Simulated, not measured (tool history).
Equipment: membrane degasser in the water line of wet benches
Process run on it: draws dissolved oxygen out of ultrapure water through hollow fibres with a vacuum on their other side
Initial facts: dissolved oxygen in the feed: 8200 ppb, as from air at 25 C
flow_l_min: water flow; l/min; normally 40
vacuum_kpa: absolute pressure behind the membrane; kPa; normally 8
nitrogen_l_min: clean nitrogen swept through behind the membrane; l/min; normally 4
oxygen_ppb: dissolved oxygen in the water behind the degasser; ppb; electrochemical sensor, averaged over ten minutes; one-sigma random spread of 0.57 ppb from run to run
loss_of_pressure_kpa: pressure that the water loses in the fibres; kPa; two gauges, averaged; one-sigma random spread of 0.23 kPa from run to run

run 1 hour=0 | flow_l_min=40 vacuum_kpa=8 nitrogen_l_min=4 | oxygen_ppb=116.4 loss_of_pressure_kpa=62.92
run 2 hour=139 | flow_l_min=40 vacuum_kpa=6.13 nitrogen_l_min=4 | oxygen_ppb=72.7 loss_of_pressure_kpa=62.33
run 3 hour=268.2 | flow_l_min=40 vacuum_kpa=8 nitrogen_l_min=4 | oxygen_ppb=117.2 loss_of_pressure_kpa=62.34
run 4 hour=449.2 | flow_l_min=40 vacuum_kpa=8 nitrogen_l_min=4 | oxygen_ppb=117.5 loss_of_pressure_kpa=62.65
run 5 hour=546 | flow_l_min=40 vacuum_kpa=8 nitrogen_l_min=4 | oxygen_ppb=116.9 loss_of_pressure_kpa=62.42
run 6 hour=708.2 | flow_l_min=40 vacuum_kpa=8 nitrogen_l_min=4 | oxygen_ppb=118 loss_of_pressure_kpa=63
run 7 hour=834.4 | flow_l_min=40 vacuum_kpa=8 nitrogen_l_min=4 | oxygen_ppb=119.4 loss_of_pressure_kpa=62.7
run 8 hour=980 | flow_l_min=40 vacuum_kpa=8 nitrogen_l_min=4 | oxygen_ppb=118.8 loss_of_pressure_kpa=62.92
run 9 hour=1123.9 | flow_l_min=40 vacuum_kpa=8 nitrogen_l_min=4 | oxygen_ppb=119.5 loss_of_pressure_kpa=63.05
run 10 hour=1216 | flow_l_min=40 vacuum_kpa=8 nitrogen_l_min=4 | oxygen_ppb=120.3 loss_of_pressure_kpa=63.21
run 11 hour=1319.1 | flow_l_min=41 vacuum_kpa=8 nitrogen_l_min=4 | oxygen_ppb=122.8 loss_of_pressure_kpa=64.69
run 12 hour=1432 | flow_l_min=33 vacuum_kpa=7.11 nitrogen_l_min=1.91 | oxygen_ppb=159.7 loss_of_pressure_kpa=51.96
run 13 hour=1625.9 | flow_l_min=33 vacuum_kpa=7.11 nitrogen_l_min=1.91 | oxygen_ppb=160.8 loss_of_pressure_kpa=52.38
run 14 hour=1762.2 | flow_l_min=34 vacuum_kpa=12.13 nitrogen_l_min=4 | oxygen_ppb=185.4 loss_of_pressure_kpa=54.01
-- hour=1888 seals of the vacuum lines changed
run 15 hour=1921.1 | flow_l_min=34 vacuum_kpa=12.13 nitrogen_l_min=4 | oxygen_ppb=182.1 loss_of_pressure_kpa=53.93
run 16 hour=2041.1 | flow_l_min=28 vacuum_kpa=8 nitrogen_l_min=2.2 | oxygen_ppb=145.7 loss_of_pressure_kpa=44.64
run 17 hour=2167.2 | flow_l_min=63 vacuum_kpa=6.2 nitrogen_l_min=5.38 | oxygen_ppb=131.4 loss_of_pressure_kpa=100.41
run 18 hour=2302.5 | flow_l_min=63 vacuum_kpa=6.2 nitrogen_l_min=1.66 | oxygen_ppb=285.4 loss_of_pressure_kpa=100.15
run 19 hour=2422.2 | flow_l_min=63 vacuum_kpa=6.2 nitrogen_l_min=1.66 | oxygen_ppb=287.3 loss_of_pressure_kpa=100.72
run 20 hour=2574.3 | flow_l_min=31 vacuum_kpa=10.4 nitrogen_l_min=3.96 | oxygen_ppb=138.5 loss_of_pressure_kpa=49.52
run 21 hour=2724.3 | flow_l_min=27 vacuum_kpa=8 nitrogen_l_min=4.49 | oxygen_ppb=74.7 loss_of_pressure_kpa=43.22

Alternative continuations, all from the tool just after run 21; predict every row:
run A hour=2895.6 | flow_l_min=61 vacuum_kpa=5.06 nitrogen_l_min=4.49 | oxygen_ppb=? loss_of_pressure_kpa=?
run B hour=2895.6 | flow_l_min=50 vacuum_kpa=4.9 nitrogen_l_min=5.21 | oxygen_ppb=? loss_of_pressure_kpa=?
run C hour=2895.6 | flow_l_min=40 vacuum_kpa=5.9 nitrogen_l_min=4 | oxygen_ppb=? loss_of_pressure_kpa=?

run=A oxygen_ppb=107.3 loss_of_pressure_kpa=97.63
run=B oxygen_ppb=60.4 loss_of_pressure_kpa=80.71
run=C oxygen_ppb=74.7 loss_of_pressure_kpa=64.14
With no hidden state in the tool, these same runs would have given:
run=A oxygen_ppb=83.1 loss_of_pressure_kpa=89.85
run=B oxygen_ppb=47.1 loss_of_pressure_kpa=74.3
run=C oxygen_ppb=65.4 loss_of_pressure_kpa=59.02
